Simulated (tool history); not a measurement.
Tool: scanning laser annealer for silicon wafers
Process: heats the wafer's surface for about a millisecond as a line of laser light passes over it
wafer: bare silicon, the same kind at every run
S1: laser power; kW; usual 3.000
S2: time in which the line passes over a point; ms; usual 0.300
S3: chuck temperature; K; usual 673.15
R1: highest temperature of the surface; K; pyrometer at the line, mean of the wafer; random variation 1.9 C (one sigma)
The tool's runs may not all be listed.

Run 1, hour 0.0: usual settings. Result: R1 1453.15 K.
Run 2, hour 66.7: usual settings. Result: R1 1449.15 K.
Run 3, hour 120.2: usual settings but S1 2.838 kW. Result: R1 1405.15 K.
Run 4, hour 184.9: usual settings but S1 3.071 kW. Result: R1 1469.15 K.
Run 5, hour 245.0: usual settings but S1 3.071 kW. Result: R1 1464.15 K.
At hour 263.7: window over the wafer cleaned.
Run 6, hour 302.9: usual settings but S3 692.15 K. Result: R1 1477.15 K.
Run 7, hour 338.3: usual settings but S1 2.655 kW. Result: R1 1356.15 K.
Run 8, hour 394.9: usual settings but S1 2.655 kW. Result: R1 1353.15 K.
Run 9, hour 465.0: usual settings but S2 0.283 ms. Result: R1 1431.15 K.
Run 10, hour 534.2: usual settings but S2 0.283 ms. Result: R1 1428.15 K.
Run 11, hour 605.2: usual settings. Result: R1 1450.15 K.
Run 12, hour 679.4: usual settings but S3 682.15 K. Result: R1 1457.15 K.
Run 13, hour 719.0: usual settings but S3 682.15 K. Result: R1 1452.15 K.
Run 14, hour 760.4: usual settings. Result: R1 1445.15 K.
Run 15, hour 837.5: usual settings but S1 3.297 kW. Result: R1 1530.15 K.
Run 16, hour 923.4: usual settings but S1 3.131 kW. Result: R1 1478.15 K.
Run 17, hour 1008.1: usual settings but S1 3.131 kW. Result: R1 1476.15 K.
Run 18, hour 1054.9: usual settings but S1 3.263 kW. Result: R1 1513.15 K.
At hour 1080.3: window over the wafer cleaned.
Run 19, hour 1121.5: usual settings but S1 2.636 kW, S2 0.321 ms, S3 693.15 K. Result: R1 1391.15 K.
Run 20, hour 1185.4: usual settings but S1 2.636 kW, S2 0.321 ms, S3 693.15 K. Result: R1 1387.15 K.
Run 21, hour 1231.6: usual settings but S1 2.704 kW, S3 638.15 K. Result: R1 1327.15 K.
Run 22, hour 1270.5: usual settings but S1 2.704 kW, S3 638.15 K. Result: R1 1325.15 K.
At hour 1302.6: optics aligned, line set to its width.
Run 23, hour 1331.1: usual settings but S1 2.804 kW. Result: R1 1397.15 K.
Run 24, hour 1410.3: usual settings but S1 2.804 kW. Result: R1 1395.15 K.
Run 25, hour 1455.8: usual settings but S1 2.804 kW. Result: R1 1397.15 K.
Run 26, hour 1516.3: usual settings but S1 2.804 kW. Result: R1 1392.15 K.
Run 27, hour 1592.7: usual settings but S1 2.804 kW. Result: R1 1391.15 K.
Run 28, hour 1662.2: usual settings but S1 2.688 kW, S3 697.15 K. Result: R1 1381.15 K.

Measured less the same run without the tool's hidden state. The same run-to-run variation is in both; the gauge's scatter may not be:
The hidden state here: light that passes the window, % of a clean one's; laser's true power over the reading, %; width of the line over the set one, %; drift of the gauge itself on peak_c, C.
run      R1
  1  -28.00
  2  -29.00
  3  -29.00
  4  -35.00
  5  -36.00
  6  -22.00
  7  -19.00
  8  -21.00
  9  -25.00
 10  -28.00
 11  -31.00
 12  -33.00
 13  -34.00
 14  -35.00
 15  -43.00
 16  -43.00
 17  -46.00
 18  -50.00
 19  -24.00
 20  -25.00
 21  -27.00
 22  -27.00
 23  -20.00
 24  -22.00
 25  -24.00
 26  -26.00
 27  -28.00
 28  -29.00

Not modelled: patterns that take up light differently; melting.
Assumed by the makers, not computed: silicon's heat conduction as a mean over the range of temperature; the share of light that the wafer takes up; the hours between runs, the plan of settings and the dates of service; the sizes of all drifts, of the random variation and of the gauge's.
